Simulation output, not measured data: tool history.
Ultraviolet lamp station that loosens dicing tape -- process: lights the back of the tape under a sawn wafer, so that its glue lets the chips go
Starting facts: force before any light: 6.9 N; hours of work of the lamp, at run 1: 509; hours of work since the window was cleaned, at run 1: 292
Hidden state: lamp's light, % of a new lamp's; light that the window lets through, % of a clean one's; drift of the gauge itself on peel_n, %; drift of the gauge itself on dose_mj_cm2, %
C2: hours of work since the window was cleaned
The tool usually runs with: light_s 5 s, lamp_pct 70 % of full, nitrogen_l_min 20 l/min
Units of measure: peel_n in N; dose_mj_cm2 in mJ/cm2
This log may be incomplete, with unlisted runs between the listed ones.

{"run": 1, "hour": 0.0, "light_s": 5, "lamp_pct": 70, "nitrogen_l_min": 20, "hours of work of the lamp": 509, "C2": 292, "peel_n": 0.798, "dose_mj_cm2": 281}
{"run": 2, "hour": 32.8, "light_s": 5, "lamp_pct": 70, "nitrogen_l_min": 20, "hours of work of the lamp": 523, "C2": 307, "peel_n": 0.813, "dose_mj_cm2": 277}
{"run": 3, "hour": 61.3, "light_s": 6, "lamp_pct": 70, "nitrogen_l_min": 20, "hours of work of the lamp": 536, "C2": 319, "peel_n": 0.604, "dose_mj_cm2": 333}
{"run": 4, "hour": 95.4, "light_s": 6, "lamp_pct": 70, "nitrogen_l_min": 20, "hours of work of the lamp": 551, "C2": 334, "peel_n": 0.579, "dose_mj_cm2": 329}
{"run": 5, "hour": 121.1, "light_s": 6, "lamp_pct": 70, "nitrogen_l_min": 20, "hours of work of the lamp": 562, "C2": 345, "peel_n": 0.605, "dose_mj_cm2": 325}
{"run": 6, "hour": 158.7, "light_s": 5, "lamp_pct": 70, "nitrogen_l_min": 20, "hours of work of the lamp": 578, "C2": 362, "peel_n": 0.855, "dose_mj_cm2": 272}
{"run": 7, "hour": 183.0, "light_s": 5, "lamp_pct": 70, "nitrogen_l_min": 20, "hours of work of the lamp": 589, "C2": 372, "peel_n": 0.866, "dose_mj_cm2": 272}
{"run": 8, "hour": 209.8, "light_s": 5, "lamp_pct": 70, "nitrogen_l_min": 20, "hours of work of the lamp": 600, "C2": 384, "peel_n": 0.873, "dose_mj_cm2": 268}
{"run": 9, "hour": 234.7, "light_s": 3, "lamp_pct": 70, "nitrogen_l_min": 20, "hours of work of the lamp": 611, "C2": 395, "peel_n": 1.896, "dose_mj_cm2": 158}
{"run": 10, "hour": 270.9, "light_s": 3, "lamp_pct": 60, "nitrogen_l_min": 20, "hours of work of the lamp": 627, "C2": 410, "peel_n": 2.334, "dose_mj_cm2": 135}
{"run": 11, "hour": 288.1, "light_s": 5, "lamp_pct": 70, "nitrogen_l_min": 20, "hours of work of the lamp": 635, "C2": 418, "peel_n": 0.884, "dose_mj_cm2": 267}
{"run": 12, "hour": 305.3, "light_s": 3, "lamp_pct": 70, "nitrogen_l_min": 20, "hours of work of the lamp": 642, "C2": 425, "peel_n": 1.889, "dose_mj_cm2": 160}
{"run": 13, "hour": 339.6, "light_s": 3, "lamp_pct": 70, "nitrogen_l_min": 20, "hours of work of the lamp": 657, "C2": 440, "peel_n": 1.977, "dose_mj_cm2": 158}
{"run": 14, "hour": 372.2, "light_s": 3, "lamp_pct": 70, "nitrogen_l_min": 20, "hours of work of the lamp": 671, "C2": 455, "peel_n": 1.984, "dose_mj_cm2": 157}
{"run": 15, "hour": 388.8, "light_s": 3, "lamp_pct": 70, "nitrogen_l_min": 20, "hours of work of the lamp": 679, "C2": 462, "peel_n": 1.941, "dose_mj_cm2": 153}
{"run": 16, "hour": 414.1, "light_s": 3, "lamp_pct": 67, "nitrogen_l_min": 20, "hours of work of the lamp": 690, "C2": 473, "peel_n": 2.077, "dose_mj_cm2": 149}
{"hour": 427.2, "done": "window cleaned of glue's vapour"}
{"run": 17, "hour": 434.0, "light_s": 5, "lamp_pct": 70, "nitrogen_l_min": 20, "hours of work of the lamp": 698, "C2": 3, "peel_n": 0.723, "dose_mj_cm2": 298}
{"run": 18, "hour": 449.5, "light_s": 5, "lamp_pct": 70, "nitrogen_l_min": 20, "hours of work of the lamp": 705, "C2": 10, "peel_n": 0.709, "dose_mj_cm2": 298}
{"run": 19, "hour": 472.7, "light_s": 5, "lamp_pct": 70, "nitrogen_l_min": 20, "hours of work of the lamp": 715, "C2": 20, "peel_n": 0.754, "dose_mj_cm2": 295}
{"run": 20, "hour": 491.5, "light_s": 5, "lamp_pct": 70, "nitrogen_l_min": 8, "hours of work of the lamp": 723, "C2": 28, "peel_n": 1.426, "dose_mj_cm2": 294}
{"run": 21, "hour": 518.0, "light_s": 5, "lamp_pct": 70, "nitrogen_l_min": 8, "hours of work of the lamp": 735, "C2": 40, "peel_n": 1.456, "dose_mj_cm2": 293}
{"run": 22, "hour": 536.9, "light_s": 8, "lamp_pct": 72, "nitrogen_l_min": 14, "hours of work of the lamp": 743, "C2": 48, "peel_n": 0.412, "dose_mj_cm2": 482}
{"run": 23, "hour": 555.2, "light_s": 2, "lamp_pct": 68, "nitrogen_l_min": 8, "hours of work of the lamp": 751, "C2": 56, "peel_n": 3.674, "dose_mj_cm2": 115}
{"run": 24, "hour": 572.1, "light_s": 2, "lamp_pct": 89, "nitrogen_l_min": 8, "hours of work of the lamp": 758, "C2": 63, "peel_n": 3.144, "dose_mj_cm2": 151}

Predict the results of run 25:
{"run": 25, "hour": 608.5, "light_s": 2, "lamp_pct": 89, "nitrogen_l_min": 8, "hours of work of the lamp": 774, "C2": 79, "peel_n": "?", "dose_mj_cm2": "?"}

Run 25 measured peel_n 3.135 N, dose_mj_cm2 148 mJ/cm2.
Minus the tool's unlogged condition, the same run would have read peel_n 2.722 N, dose_mj_cm2 174 mJ/cm2.

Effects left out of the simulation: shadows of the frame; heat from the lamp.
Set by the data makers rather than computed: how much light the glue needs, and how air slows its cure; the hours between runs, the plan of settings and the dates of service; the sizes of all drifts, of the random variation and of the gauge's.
